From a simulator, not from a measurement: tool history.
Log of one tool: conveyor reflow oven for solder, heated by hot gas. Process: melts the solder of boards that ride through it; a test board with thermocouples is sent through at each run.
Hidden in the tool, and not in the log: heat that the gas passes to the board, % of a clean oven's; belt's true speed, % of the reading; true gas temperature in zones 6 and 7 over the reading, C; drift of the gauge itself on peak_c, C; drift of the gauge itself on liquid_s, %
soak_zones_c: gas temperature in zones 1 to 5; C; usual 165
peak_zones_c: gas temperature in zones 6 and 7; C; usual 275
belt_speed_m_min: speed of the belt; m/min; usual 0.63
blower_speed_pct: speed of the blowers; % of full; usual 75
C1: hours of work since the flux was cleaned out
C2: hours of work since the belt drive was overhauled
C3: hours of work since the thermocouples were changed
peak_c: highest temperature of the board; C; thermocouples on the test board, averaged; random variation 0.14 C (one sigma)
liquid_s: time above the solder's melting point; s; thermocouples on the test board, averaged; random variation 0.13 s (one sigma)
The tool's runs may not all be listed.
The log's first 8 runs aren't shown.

run 9 hour=319.4 | soak_zones_c=165 peak_zones_c=275 belt_speed_m_min=0.63 blower_speed_pct=71 | C1=170 C2=463 C3=473 | peak_c=258.3 liquid_s=51.2
run 10 hour=356.1 | soak_zones_c=165 peak_zones_c=275 belt_speed_m_min=0.63 blower_speed_pct=71 | C1=194 C2=487 C3=498 | peak_c=258.6 liquid_s=51.6
-- hour=362.6 belt drive overhauled, speed set with a stopwatch
run 11 hour=403.9 | soak_zones_c=156 peak_zones_c=275 belt_speed_m_min=0.63 blower_speed_pct=75 | C1=224 C2=27 C3=527 | peak_c=258 liquid_s=49.1
run 12 hour=445.3 | soak_zones_c=165 peak_zones_c=268 belt_speed_m_min=0.63 blower_speed_pct=75 | C1=251 C2=55 C3=554 | peak_c=253.3 liquid_s=48.6
run 13 hour=486.9 | soak_zones_c=178 peak_zones_c=275 belt_speed_m_min=0.63 blower_speed_pct=75 | C1=279 C2=82 C3=582 | peak_c=261.7 liquid_s=57.1
run 14 hour=520.5 | soak_zones_c=178 peak_zones_c=275 belt_speed_m_min=0.63 blower_speed_pct=75 | C1=301 C2=105 C3=604 | peak_c=261.6 liquid_s=57.4
-- hour=555.4 belt drive overhauled, speed set with a stopwatch, once more
run 15 hour=581.7 | soak_zones_c=165 peak_zones_c=275 belt_speed_m_min=0.63 blower_speed_pct=75 | C1=339 C2=17 C3=642 | peak_c=258.9 liquid_s=51
run 16 hour=608.8 | soak_zones_c=160 peak_zones_c=275 belt_speed_m_min=0.717 blower_speed_pct=75 | C1=357 C2=35 C3=660 | peak_c=252.4 liquid_s=39.5
run 17 hour=658.9 | soak_zones_c=160 peak_zones_c=281 belt_speed_m_min=0.717 blower_speed_pct=67 | C1=390 C2=69 C3=693 | peak_c=255.1 liquid_s=40.6
run 18 hour=699.7 | soak_zones_c=160 peak_zones_c=281 belt_speed_m_min=0.717 blower_speed_pct=67 | C1=417 C2=96 C3=720 | peak_c=255.3 liquid_s=40.6
-- hour=743.9 flux residue cleaned out of gas plates and filters
run 19 hour=752.3 | soak_zones_c=174 peak_zones_c=284 belt_speed_m_min=0.687 blower_speed_pct=75 | C1=6 C2=127 C3=752 | peak_c=267 liquid_s=52.8
run 20 hour=808.3 | soak_zones_c=151 peak_zones_c=271 belt_speed_m_min=0.568 blower_speed_pct=83 | C1=43 C2=165 C3=789 | peak_c=260.7 liquid_s=55.2
run 21 hour=844.1 | soak_zones_c=151 peak_zones_c=271 belt_speed_m_min=0.568 blower_speed_pct=83 | C1=67 C2=188 C3=813 | peak_c=260.4 liquid_s=55
run 22 hour=880.6 | soak_zones_c=165 peak_zones_c=283 belt_speed_m_min=0.63 blower_speed_pct=75 | C1=91 C2=212 C3=837 | peak_c=267.9 liquid_s=55.7
run 23 hour=905.6 | soak_zones_c=168 peak_zones_c=267 belt_speed_m_min=0.527 blower_speed_pct=56 | C1=107 C2=229 C3=854 | peak_c=255.3 liquid_s=60.4
run 24 hour=954.2 | soak_zones_c=168 peak_zones_c=267 belt_speed_m_min=0.527 blower_speed_pct=56 | C1=140 C2=261 C3=886 | peak_c=255.4 liquid_s=60.7
run 25 hour=994.9 | soak_zones_c=168 peak_zones_c=267 belt_speed_m_min=0.527 blower_speed_pct=56 | C1=167 C2=288 C3=913 | peak_c=255.3 liquid_s=60.4
run 26 hour=1051.4 | soak_zones_c=165 peak_zones_c=267 belt_speed_m_min=0.63 blower_speed_pct=75 | C1=204 C2=326 C3=950 | peak_c=253.5 liquid_s=48.2

Run 27 comes next. What will it give?
run 27 hour=1105.3 | soak_zones_c=165 peak_zones_c=282 belt_speed_m_min=0.611 blower_speed_pct=75 | C1=240 C2=362 C3=986 | peak_c=? liquid_s=?

{"run 27": {"peak_c": 267.9, "liquid_s": 57.9}}
Without the tool's hidden state the same run would have given peak_c 265.4 C, liquid_s 56.3 s.

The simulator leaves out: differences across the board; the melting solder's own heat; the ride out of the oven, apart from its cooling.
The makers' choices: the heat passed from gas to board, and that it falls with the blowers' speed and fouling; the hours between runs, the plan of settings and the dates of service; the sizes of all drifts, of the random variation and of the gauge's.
